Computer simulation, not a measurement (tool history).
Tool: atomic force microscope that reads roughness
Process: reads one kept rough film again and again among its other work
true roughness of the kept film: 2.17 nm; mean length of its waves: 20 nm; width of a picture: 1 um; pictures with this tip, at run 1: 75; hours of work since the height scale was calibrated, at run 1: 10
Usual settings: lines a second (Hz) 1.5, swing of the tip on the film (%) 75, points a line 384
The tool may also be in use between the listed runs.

| run | hour | lines a second (Hz) | swing of the tip on the film (%) | points a line | pictures with this tip | hours of work since the height scale was calibrated | roughness of the kept film (nm (root mean square)) |
|---|---|---|---|---|---|---|---|
| 1 | 0 | 1.5 | 75 | 384 | 75 | 10 | 1.747 |
| 2 | 50.1 | 1.5 | 75 | 384 | 130 | 33 | 1.744 |
|  | 58.5 | new tip fitted |
| 3 | 128.4 | 1.5 | 75 | 384 | 77 | 68 | 1.744 |
| 4 | 169.1 | 2.5 | 75 | 384 | 121 | 87 | 1.693 |
|  | 183 | new tip fitted |
| 5 | 244.2 | 2.5 | 86 | 384 | 67 | 121 | 1.601 |
|  | 307.7 | new tip fitted |
| 6 | 317.9 | 2.5 | 86 | 523 | 11 | 154 | 1.613 |
| 7 | 365.7 | 2.5 | 86 | 523 | 63 | 176 | 1.62 |
| 8 | 401.3 | 0.87 | 86 | 523 | 102 | 192 | 1.769 |
|  | 433.7 | new tip fitted |
| 9 | 455.7 | 0.87 | 86 | 523 | 24 | 217 | 1.772 |
| 10 | 532.4 | 0.87 | 86 | 523 | 108 | 252 | 1.757 |
|  | 561.5 | new tip fitted |
| 11 | 611.7 | 0.87 | 86 | 523 | 55 | 288 | 1.768 |
| 12 | 646.5 | 0.87 | 86 | 523 | 93 | 304 | 1.771 |
|  | 685.7 | new tip fitted |
| 13 | 717.2 | 0.87 | 86 | 523 | 34 | 336 | 1.777 |
| 14 | 793.8 | 1.21 | 75 | 384 | 118 | 371 | 1.773 |
|  | 810.3 | new tip fitted |
| 15 | 858.3 | 1.21 | 75 | 384 | 52 | 400 | 1.774 |
| 16 | 932.1 | 1.21 | 75 | 384 | 133 | 433 | 1.76 |
|  | 938.4 | new tip fitted |
| 17 | 1009.3 | 1.21 | 75 | 384 | 78 | 468 | 1.762 |
| 18 | 1060.3 | 2.49 | 62 | 590 | 133 | 491 | 1.788 |
|  | 1064.7 | new tip fitted |
| 19 | 1115.6 | 3.48 | 88 | 590 | 55 | 516 | 1.507 |
| 20 | 1169.8 | 1.41 | 71 | 560 | 115 | 541 | 1.782 |
|  | 1191.9 | new tip fitted |
| 21 | 1212 | 1.41 | 71 | 560 | 22 | 560 | 1.799 |
| 22 | 1277.3 | 1.41 | 71 | 560 | 93 | 590 | 1.787 |
|  | 1318.3 | new tip fitted |
| 23 | 1322.3 | 1.91 | 88 | 384 | 4 | 610 | 1.646 |
| 24 | 1387.2 | 2.29 | 59 | 427 | 75 | 640 | 1.803 |
|  | 1445.6 | new tip fitted |
| 25 | 1458.3 | 1.78 | 71 | 546 | 14 | 672 | 1.785 |
| 26 | 1497.3 | 1.12 | 73 | 457 | 57 | 690 | 1.786 |
|  | 1570.5 | new tip fitted |
| 27 | 1570.5 | 1.12 | 73 | 457 | 0 | 723 | 1.785 |
| 28 | 1604 | 1.12 | 73 | 457 | 37 | 738 | 1.8 |
| 29 | 1637.7 | 0.61 | 75 | 981 | 74 | 753 | 1.835 |
| 30 | 1674.6 | 0.61 | 75 | 981 | 114 | 770 | 1.829 |
|  | 1696.9 | new tip fitted |
| 31 | 1731.2 | 1.37 | 75 | 264 | 37 | 796 | 1.729 |
| 32 | 1764.2 | 3.58 | 75 | 675 | 73 | 811 | 1.659 |
| 33 | 1809.7 | 3.58 | 75 | 675 | 123 | 832 | 1.651 |
|  | 1823.9 | new tip fitted |
| 34 | 1862 | 0.92 | 71 | 675 | 42 | 855 | 1.822 |

4 ways to go on from here, each from the tool as it stands after run 34. What would each give?
| A | 1897.7 | 0.92 | 73 | 639 | 81 | 871 | ? |
| B | 1897.7 | 0.89 | 61 | 429 | 81 | 871 | ? |
| C | 1897.7 | 3.63 | 77 | 771 | 81 | 871 | ? |
| D | 1897.7 | 0.92 | 84 | 675 | 81 | 871 | ? |

| run | roughness of the kept film (nm (root mean square)) |
|---|---|
| A | 1.826 |
| B | 1.839 |
| C | 1.624 |
| D | 1.774 |
Without the tool's hidden state the same runs would have given:
| run | roughness of the kept film (nm (root mean square)) |
|---|---|
| A | 1.831 |
| B | 1.844 |
| C | 1.629 |
| D | 1.779 |
